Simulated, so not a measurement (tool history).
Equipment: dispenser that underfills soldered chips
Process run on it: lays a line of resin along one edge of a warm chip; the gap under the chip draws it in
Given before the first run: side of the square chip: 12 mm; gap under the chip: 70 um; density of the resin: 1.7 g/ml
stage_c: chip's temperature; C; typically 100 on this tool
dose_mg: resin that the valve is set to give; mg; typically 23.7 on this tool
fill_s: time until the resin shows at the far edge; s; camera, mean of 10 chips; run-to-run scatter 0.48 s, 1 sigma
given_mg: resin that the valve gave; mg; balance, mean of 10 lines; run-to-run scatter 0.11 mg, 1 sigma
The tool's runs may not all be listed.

run   hour  stage_c  dose_mg  fill_s  given_mg
  1    0.0      100     23.7    69.5     23.47
       2.4  -- new syringe of resin
  2   10.3      100     23.7    56.4     23.27
      15.8  -- new syringe of resin
  3   19.9      100     23.7    45.3     23.31
      29.5  -- new syringe of resin
  4   30.2      100     23.7    36.9     23.04
  5   34.7      100     23.7    48.7     23.00
      43.3  -- new syringe of resin
  6   43.8      100     23.7    36.4     23.10
  7   48.8      100     23.4    48.9     22.72
  8   55.5      100     23.7    73.3     22.89
      57.2  -- new syringe of resin
      59.2  -- dispensing valve cleaned and set on the balance
  9   62.5      110     23.7    32.6     23.89
      71.5  -- new syringe of resin
 10   71.5      100     23.7    35.5     23.66
 11   78.2      100     22.6    53.4     22.49
      85.4  -- new syringe of resin
 12   86.3      100     23.1    37.1     22.84
 13   94.0      100     23.1    58.0     22.79
      99.2  -- new syringe of resin
 14   99.5      100     23.8    34.9     23.52
 15  106.7      100     23.8    55.3     23.72

Predict the results of run 16:
     112.9  -- new syringe of resin
 16  117.2      101     30.5       ?         ?

Run 16 produced fill_s 41.2 s, given_mg 29.96 mg.
The same run, on a tool lacking any hidden state, would have yielded fill_s 34.4 s, given_mg 30.34 mg.
